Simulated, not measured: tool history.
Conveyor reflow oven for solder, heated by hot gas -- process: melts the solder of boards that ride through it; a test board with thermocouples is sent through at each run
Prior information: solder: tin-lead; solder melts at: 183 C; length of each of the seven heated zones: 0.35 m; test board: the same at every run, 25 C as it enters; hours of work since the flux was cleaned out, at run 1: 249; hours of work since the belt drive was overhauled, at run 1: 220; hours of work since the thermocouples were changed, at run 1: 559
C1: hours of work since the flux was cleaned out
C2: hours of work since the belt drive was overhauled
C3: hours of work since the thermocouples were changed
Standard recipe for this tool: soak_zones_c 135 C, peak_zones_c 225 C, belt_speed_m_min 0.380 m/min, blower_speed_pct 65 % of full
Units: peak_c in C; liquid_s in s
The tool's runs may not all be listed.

Run 1, hour 0.0: usual settings; C1 249; C2 220; C3 559. Result: peak_c 205.7 C, liquid_s 63.5 s.
Run 2, hour 19.9: usual settings; C1 257; C2 229; C3 568. Result: peak_c 206.0 C, liquid_s 64.4 s.
Run 3, hour 46.6: usual settings; C1 269; C2 241; C3 580. Result: peak_c 205.2 C, liquid_s 63.4 s.
Run 4, hour 68.6: usual settings; C1 279; C2 251; C3 589. Result: peak_c 204.9 C, liquid_s 63.0 s.
Run 5, hour 99.3: usual settings; C1 293; C2 264; C3 603. Result: peak_c 205.3 C, liquid_s 63.0 s.
Run 6, hour 136.3: usual settings; C1 309; C2 281; C3 619. Result: peak_c 204.8 C, liquid_s 62.3 s.
Run 7, hour 162.2: usual settings but blower_speed_pct 75 % of full; C1 321; C2 292; C3 631. Result: peak_c 207.3 C, liquid_s 68.3 s.
Run 8, hour 190.8: usual settings but blower_speed_pct 75 % of full; C1 333; C2 305; C3 644. Result: peak_c 207.4 C, liquid_s 67.2 s.
Run 9, hour 222.9: usual settings; C1 347; C2 319; C3 658. Result: peak_c 205.0 C, liquid_s 62.4 s.
Run 10, hour 262.0: usual settings but belt_speed_m_min 0.309 m/min; C1 365; C2 337; C3 675. Result: peak_c 211.1 C, liquid_s 92.2 s.
Run 11, hour 279.5: usual settings but belt_speed_m_min 0.309 m/min; C1 373; C2 344; C3 683. Result: peak_c 210.7 C, liquid_s 92.3 s.
Run 12, hour 302.5: usual settings but belt_speed_m_min 0.309 m/min; C1 383; C2 355; C3 693. Result: peak_c 210.8 C, liquid_s 92.7 s.
Run 13, hour 332.8: usual settings but soak_zones_c 130 C; C1 396; C2 368; C3 707. Result: peak_c 203.3 C, liquid_s 58.1 s.
At hour 361.6: flux residue cleaned out of gas plates and filters.
Run 14, hour 376.3: usual settings but soak_zones_c 125 C, blower_speed_pct 74 % of full; C1 7; C2 385; C3 724. Result: peak_c 206.5 C, liquid_s 63.6 s.
Run 15, hour 407.3: usual settings but peak_zones_c 228 C; C1 20; C2 399; C3 737. Result: peak_c 208.9 C, liquid_s 68.7 s.
Run 16, hour 444.2: usual settings but peak_zones_c 228 C, blower_speed_pct 77 % of full; C1 37; C2 415; C3 754. Result: peak_c 211.7 C, liquid_s 74.7 s.
Run 17, hour 475.9: usual settings but soak_zones_c 145 C, peak_zones_c 238 C, belt_speed_m_min 0.397 m/min, blower_speed_pct 67 % of full; C1 51; C2 429; C3 768. Result: peak_c 217.9 C, liquid_s 82.9 s.
Run 18, hour 514.9: usual settings but soak_zones_c 129 C, peak_zones_c 227 C, belt_speed_m_min 0.397 m/min, blower_speed_pct 61 % of full; C1 68; C2 447; C3 785. Result: peak_c 203.1 C, liquid_s 55.1 s.
Run 19, hour 542.6: usual settings but soak_zones_c 129 C, peak_zones_c 227 C, belt_speed_m_min 0.397 m/min, blower_speed_pct 61 % of full; C1 80; C2 459; C3 798. Result: peak_c 204.1 C, liquid_s 54.7 s.
Run 20, hour 560.6: usual settings but soak_zones_c 139 C, peak_zones_c 222 C, belt_speed_m_min 0.358 m/min, blower_speed_pct 71 % of full; C1 88; C2 467; C3 806. Result: peak_c 207.1 C, liquid_s 76.8 s.

Each row is a separate what-if for the run after 20, all from the same tool condition, not one after another. Results?
Run A, hour 594.3: usual settings but soak_zones_c 130 C, peak_zones_c 222 C, belt_speed_m_min 0.358 m/min, blower_speed_pct 51 % of full; C1 103; C2 482; C3 820. Result: peak_c ?, liquid_s ?.
Run B, hour 594.3: usual settings but belt_speed_m_min 0.330 m/min; C1 103; C2 482; C3 820. Result: peak_c ?, liquid_s ?.
Run C, hour 594.3: usual settings but soak_zones_c 138 C, peak_zones_c 222 C, belt_speed_m_min 0.358 m/min, blower_speed_pct 63 % of full; C1 103; C2 482; C3 820. Result: peak_c ?, liquid_s ?.

run  peak_c  liquid_s
  A   200.0      54.0
  B   210.2      85.1
  C   205.1      70.8
Stripped of hidden state, with their random variation kept, the same runs would have yielded:
run  peak_c  liquid_s
  A   200.9      55.7
  B   211.1      86.3
  C   206.1      72.3
